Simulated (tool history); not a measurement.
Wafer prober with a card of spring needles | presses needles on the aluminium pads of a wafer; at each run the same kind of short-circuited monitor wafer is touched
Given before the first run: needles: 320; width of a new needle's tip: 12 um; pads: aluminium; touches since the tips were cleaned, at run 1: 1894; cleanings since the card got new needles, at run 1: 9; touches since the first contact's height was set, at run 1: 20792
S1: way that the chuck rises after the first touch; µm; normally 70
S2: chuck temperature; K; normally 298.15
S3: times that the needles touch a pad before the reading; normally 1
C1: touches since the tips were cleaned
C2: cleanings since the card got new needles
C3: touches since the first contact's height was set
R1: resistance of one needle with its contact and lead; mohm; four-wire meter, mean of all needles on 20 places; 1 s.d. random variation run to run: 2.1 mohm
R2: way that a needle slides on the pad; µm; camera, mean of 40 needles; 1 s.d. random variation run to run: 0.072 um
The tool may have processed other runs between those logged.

run    hour  S1      S2  S3    C1   C2      C3   R1     R2
  1     0.0  70  298.15   1  1894    9   20792  267  15.56
        2.0  -- tips cleaned on abrasive film
        9.9  -- tips cleaned on abrasive film
       17.8  -- tips cleaned on abrasive film
       27.7  -- tips cleaned on abrasive film
       35.6  -- tips cleaned on abrasive film
       45.4  -- tips cleaned on abrasive film
       55.3  -- tips cleaned on abrasive film
       64.0  -- tips cleaned on abrasive film
  2    64.0  70  298.15   1     0   17   36500  253  15.39
       73.8  -- tips cleaned on abrasive film
       83.7  -- tips cleaned on abrasive film
       93.5  -- tips cleaned on abrasive film
      101.4  -- tips cleaned on abrasive film
      111.3  -- tips cleaned on abrasive film
      121.1  -- tips cleaned on abrasive film
  3   122.2  70  298.15   1   267   23   50813  256  15.12
      130.1  -- tips cleaned on abrasive film
      139.9  -- tips cleaned on abrasive film
      149.8  -- tips cleaned on abrasive film
      159.6  -- tips cleaned on abrasive film
      169.5  -- tips cleaned on abrasive film
      179.3  -- tips cleaned on abrasive film
  4   182.9  70  298.15   1   895   29   65755  261  15.14
      188.8  -- tips cleaned on abrasive film
      196.7  -- tips cleaned on abrasive film
      206.6  -- tips cleaned on abrasive film
      216.4  -- tips cleaned on abrasive film
  5   222.9  70  298.15   2  1606   33   75596  260  14.87
      224.9  -- tips cleaned on abrasive film
      232.8  -- tips cleaned on abrasive film
      242.7  -- tips cleaned on abrasive film
      250.6  -- tips cleaned on abrasive film
      258.5  -- tips cleaned on abrasive film
      268.3  -- tips cleaned on abrasive film
      276.2  -- tips cleaned on abrasive film
      284.1  -- tips cleaned on abrasive film
  6   290.6  70  298.15   2  1613   41   92225  263  14.84
      292.6  -- tips cleaned on abrasive film
      300.5  -- tips cleaned on abrasive film
      310.4  -- tips cleaned on abrasive film
      318.3  -- tips cleaned on abrasive film
      328.1  -- tips cleaned on abrasive film
  7   329.2  70  298.15   2   275   46  101704  251  14.77
      337.1  -- tips cleaned on abrasive film
      345.0  -- tips cleaned on abrasive film
      354.9  -- tips cleaned on abrasive film
      362.7  -- tips cleaned on abrasive film
      370.6  -- tips cleaned on abrasive film
      380.5  -- tips cleaned on abrasive film
      390.3  -- tips cleaned on abrasive film
  8   390.5  70  298.15   2    35   53  116754  255  14.61
      398.3  -- tips cleaned on abrasive film
      408.2  -- tips cleaned on abrasive film
      418.0  -- tips cleaned on abrasive film
      425.9  -- tips cleaned on abrasive film
      435.8  -- tips cleaned on abrasive film
      445.6  -- tips cleaned on abrasive film
      455.5  -- tips cleaned on abrasive film
  9   458.7  70  298.15   2   803   60  133537  260  14.44
      464.6  -- tips cleaned on abrasive film
      472.5  -- tips cleaned on abrasive film
      482.4  -- tips cleaned on abrasive film
      488.5  -- height of the first contact set anew
      492.5  -- tips cleaned on abrasive film
 10   498.0  70  298.15   2  1357   64    2326  258  15.71
      502.0  -- tips cleaned on abrasive film
      511.8  -- tips cleaned on abrasive film
      519.7  -- tips cleaned on abrasive film
      529.6  -- tips cleaned on abrasive film
      537.5  -- tips cleaned on abrasive film
      547.3  -- tips cleaned on abrasive film
      557.1  -- tips cleaned on abrasive film
      566.0  -- tips cleaned on abrasive film
 11   566.0  70  298.15   2     0   72   19034  252  15.56
      575.8  -- tips cleaned on abrasive film
      585.7  -- tips cleaned on abrasive film
      595.5  -- tips cleaned on abrasive film
      603.4  -- tips cleaned on abrasive film
      613.3  -- tips cleaned on abrasive film
      623.1  -- tips cleaned on abrasive film
 12   627.6  57  350.15   2  1115   78   34195  279  12.38
      631.6  -- tips cleaned on abrasive film
      641.4  -- tips cleaned on abrasive film
      651.3  -- tips cleaned on abrasive film
      661.1  -- tips cleaned on abrasive film
      671.0  -- tips cleaned on abrasive film
      680.8  -- tips cleaned on abrasive film
      690.7  -- tips cleaned on abrasive film
      700.5  -- tips cleaned on abrasive film
 13   700.7  57  350.15   2    41   86   52160  271  12.32
      708.6  -- tips cleaned on abrasive film
      718.4  -- tips cleaned on abrasive film
      726.3  -- tips cleaned on abrasive film
      736.2  -- tips cleaned on abrasive film
      746.0  -- tips cleaned on abrasive film
      755.9  -- tips cleaned on abrasive film
 14   758.6  54  377.15   1   674   92   66401  292  11.45
      764.5  -- tips cleaned on abrasive film
      774.4  -- tips cleaned on abrasive film
      784.2  -- tips cleaned on abrasive film
      794.0  -- tips cleaned on abrasive film
      803.9  -- tips cleaned on abrasive film
      813.7  -- tips cleaned on abrasive film
 15   816.0  61  346.15   2   562   98   80526  272  12.96
      821.9  -- tips cleaned on abrasive film
      831.8  -- tips cleaned on abrasive film
      839.7  -- tips cleaned on abrasive film
      849.5  -- tips cleaned on abrasive film
      859.4  -- tips cleaned on abrasive film
 16   864.3  61  346.15   2  1233  103   92413  283  12.77
      868.3  -- tips cleaned on abrasive film
      878.2  -- tips cleaned on abrasive film
      888.0  -- tips cleaned on abrasive film
      897.8  -- tips cleaned on abrasive film
      907.7  -- tips cleaned on abrasive film
      915.6  -- tips cleaned on abrasive film
      925.4  -- tips cleaned on abrasive film
 17   929.1  89  312.15   2   901  110  108331  261  18.76
      935.0  -- tips cleaned on abrasive film
      944.9  -- tips cleaned on abrasive film
      952.7  -- tips cleaned on abrasive film
      962.6  -- tips cleaned on abrasive film
      972.4  -- tips cleaned on abrasive film
      980.3  -- tips cleaned on abrasive film
 18   987.9  89  312.15   2  1882  116  122808  266  18.88
      989.9  -- tips cleaned on abrasive film
      997.8  -- tips cleaned on abrasive film
     1007.7  -- tips cleaned on abrasive film
     1017.5  -- tips cleaned on abrasive film
 19  1024.5  89  312.15   1  1745  120  131818  268  18.66
     1026.6  -- tips cleaned on abrasive film
     1034.5  -- tips cleaned on abrasive film
     1044.3  -- tips cleaned on abrasive film
     1054.2  -- tips cleaned on abrasive film
     1062.3  -- height of the first contact set anew
     1064.3  -- tips cleaned on abrasive film
     1074.2  -- tips cleaned on abrasive film
     1084.0  -- tips cleaned on abrasive film
     1093.9  -- tips cleaned on abrasive film
 20  1094.5  75  306.15   3   152  128    7903  253  16.70
     1102.4  -- tips cleaned on abrasive film
     1110.3  -- tips cleaned on abrasive film
     1120.1  -- tips cleaned on abrasive film
     1128.0  -- tips cleaned on abrasive film
     1137.8  -- tips cleaned on abrasive film
     1147.7  -- tips cleaned on abrasive film
 21  1153.5  75  306.15   3  1453  134   22434  257  16.60

Each row is a separate what-if for the run after 21, all from the same tool condition, not one after another. Results?
     1157.5  -- tips cleaned on abrasive film
     1167.4  -- tips cleaned on abrasive film
     1177.2  -- tips cleaned on abrasive film
     1187.1  -- tips cleaned on abrasive film
     1195.0  -- tips cleaned on abrasive film
     1204.8  -- tips cleaned on abrasive film
  A  1209.8  72  298.15   1  1242  140  36270   ?   ?
     1157.5  -- tips cleaned on abrasive film
     1167.4  -- tips cleaned on abrasive film
     1177.2  -- tips cleaned on abrasive film
     1187.1  -- tips cleaned on abrasive film
     1195.0  -- tips cleaned on abrasive film
     1204.8  -- tips cleaned on abrasive film
  B  1209.8  66  307.15   2  1242  140  36270   ?   ?
     1157.5  -- tips cleaned on abrasive film
     1167.4  -- tips cleaned on abrasive film
     1177.2  -- tips cleaned on abrasive film
     1187.1  -- tips cleaned on abrasive film
     1195.0  -- tips cleaned on abrasive film
     1204.8  -- tips cleaned on abrasive film
  C  1209.8  75  319.15   2  1242  140  36270   ?   ?
     1157.5  -- tips cleaned on abrasive film
     1167.4  -- tips cleaned on abrasive film
     1177.2  -- tips cleaned on abrasive film
     1187.1  -- tips cleaned on abrasive film
     1195.0  -- tips cleaned on abrasive film
     1204.8  -- tips cleaned on abrasive film
  D  1209.8  76  339.15   2  1242  140  36270   ?   ?

run   R1     R2
  A  261  15.88
  B  269  14.46
  C  266  16.62
  D  272  16.81
With no hidden state in the tool, these same runs would have given:
run   R1     R2
  A  246  16.18
  B  257  14.76
  C  257  16.92
  D  264  17.11
